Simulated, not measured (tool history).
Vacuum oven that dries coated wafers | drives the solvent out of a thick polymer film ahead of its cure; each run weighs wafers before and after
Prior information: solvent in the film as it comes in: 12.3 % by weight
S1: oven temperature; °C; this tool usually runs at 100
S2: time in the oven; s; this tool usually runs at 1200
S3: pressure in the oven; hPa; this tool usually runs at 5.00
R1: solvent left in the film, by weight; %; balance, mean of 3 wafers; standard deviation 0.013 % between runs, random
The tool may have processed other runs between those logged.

run   hour   S1    S2     S3    R1
  1    0.0  100  1200   5.00  1.19
  2   15.1  100  1200   5.00  1.21
  3   32.6  100  1200   5.00  1.18
  4   57.5  100  1200   5.00  1.20
  5   85.9  100  1200   4.28  1.18
  6  110.3  106  1200   5.00  0.66
  7  125.3  106  1200   5.00  0.65
  8  144.7  106  1200   5.00  0.66
  9  160.7  100  1200   5.00  1.19
 10  173.5  100  1200   5.00  1.18
 11  203.2  100  1200  16.34  1.40
 12  223.6  100  1200  16.34  1.40
 13  251.9  100  1200  16.34  1.40
 14  277.5  100  1200   5.00  1.16
 15  294.7  100  1200   5.00  1.18
 16  321.9  104  1080   2.62  0.97
 17  338.3  104  1080   2.62  0.99
 18  362.4  104  1080   2.62  0.97
 19  391.0  108   780  16.04  1.54
 20  418.4  108   780  16.04  1.52
 21  438.7  108   780   2.75  1.35
 22  462.2   89  1800   5.00  1.41
 23  476.0  114  1680   7.47  0.14
 24  500.1  100  1680  13.47  0.72
 25  525.7   98  1260   4.43  1.25
 26  550.4  100  1020   7.68  1.60
 27  564.5   96  1680   4.93  0.83
 28  589.1  110  1560   6.31  0.24
 29  618.8  107   720   8.96  1.75

How would selected steps in R1 from run to run divide? Give the signed amount a tool lacking its hidden state would still show from settings, what came in and random variation, and the signed amount left for the hidden state, including any gauge scatter that is not in both of the compared results.
The tool's hidden condition here consists of: true wafer temperature over the reading, C; true pressure over the reading, kPa; drift of the gauge itself on solvent_pct, %.
Run 22 -> 23: S1 89 -> 114, S2 1800 -> 1680, S3 5.00 -> 7.47. R1 -1.27 %: hidden state +0.18, all else -1.45.
Run 28 -> 29: S1 110 -> 107, S2 1560 -> 720, S3 6.31 -> 8.96. R1 +1.51 %: hidden state -0.19, all else +1.70.
